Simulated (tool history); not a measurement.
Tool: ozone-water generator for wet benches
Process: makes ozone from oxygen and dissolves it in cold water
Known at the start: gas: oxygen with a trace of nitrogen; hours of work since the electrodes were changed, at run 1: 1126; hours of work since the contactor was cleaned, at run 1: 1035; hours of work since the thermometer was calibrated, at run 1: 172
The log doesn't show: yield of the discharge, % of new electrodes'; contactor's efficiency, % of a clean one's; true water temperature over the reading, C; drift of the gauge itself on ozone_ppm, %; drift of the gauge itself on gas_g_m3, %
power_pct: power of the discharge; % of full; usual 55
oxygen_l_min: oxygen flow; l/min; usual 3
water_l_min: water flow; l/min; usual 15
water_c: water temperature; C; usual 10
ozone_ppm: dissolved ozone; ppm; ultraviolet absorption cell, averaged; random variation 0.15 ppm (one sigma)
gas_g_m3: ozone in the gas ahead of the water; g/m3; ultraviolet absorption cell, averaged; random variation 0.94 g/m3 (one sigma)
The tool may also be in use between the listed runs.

run	hour	power_pct	oxygen_l_min	water_l_min	water_c	hours of work since the electrodes were changed	hours of work since the contactor was cleaned	hours of work since the thermometer was calibrated	ozone_ppm	gas_g_m3
1	0	55	3	15	10	1126	1035	172	17.4	155.8
2	52.1	55	3	15	10	1167	1075	212	17.5	155.9
3	110	55	3	15	10	1212	1121	257	17.4	156.3
4	150	55	3	15	10	1243	1152	289	17.3	156
5	195.6	55	3	15	10	1279	1188	324	17.4	156.8
6	255.6	55	3	15	10	1326	1234	371	17	156.7
7	318.9	55	3	15	10	1375	1284	421	17.5	155.1
8	358.8	55	2.6	15	10	1406	1315	452	17.4	171.1
9	419.8	55	3	15	10	1454	1363	499	17.3	155.2
10	469.3	55	3	15	10	1493	1401	538	17.3	154.7
11	525.6	55	3	15	10	1537	1445	582	17.3	156.4
12	567.7	55	3	15	10	1570	1478	615	17.4	157.3
13	599.1	55	3	15	10	1594	1503	640	17.2	154.8
14	655.5	70	3	15	15	1638	1547	684	18.4	175.5
15	699.2	68	3	15	14	1672	1581	718	18.4	175.4
16	745.1	68	3	12	13	1708	1617	754	21.9	173.7
17	805.5	68	3	12	13	1755	1664	801	22.1	172.8
18	847.5	66	3.37	11	17	1788	1697	834	21.7	160.2
19	896.6	55	3.69	15	10	1826	1735	872	17.5	137.8
20	943.3	75	3.58	17	11	1863	1772	908	18.1	165.7
21	976	75	3.58	17	11	1888	1797	934	18.2	165.5
22	1029.7	81	3	9	13	1930	1839	976	29.5	188.3
23	1092.4	47	4.65	9	9	1979	1888	1025	23.1	109.7
24	1150.4	82	3.39	11	9	2025	1933	1070	27.2	177
25	1211.9	86	4	15	10	2073	1981	1118	22	163.5

3 ways to go on from here, each from the tool as it stands after run 25. What would each give?
A	1251.9	54	2.53	15	9	2104	2013	1149	?	?
B	1251.9	74	3	19	14	2104	2013	1149	?	?
C	1251.9	55	3	15	16	2104	2013	1149	?	?

run	ozone_ppm	gas_g_m3
A	16.6	168.1
B	15.6	179.1
C	15.9	153.2
Without the tool's hidden state the same runs would have given:
run	ozone_ppm	gas_g_m3
A	17.6	174.1
B	16.7	186.8
C	16.8	158.8

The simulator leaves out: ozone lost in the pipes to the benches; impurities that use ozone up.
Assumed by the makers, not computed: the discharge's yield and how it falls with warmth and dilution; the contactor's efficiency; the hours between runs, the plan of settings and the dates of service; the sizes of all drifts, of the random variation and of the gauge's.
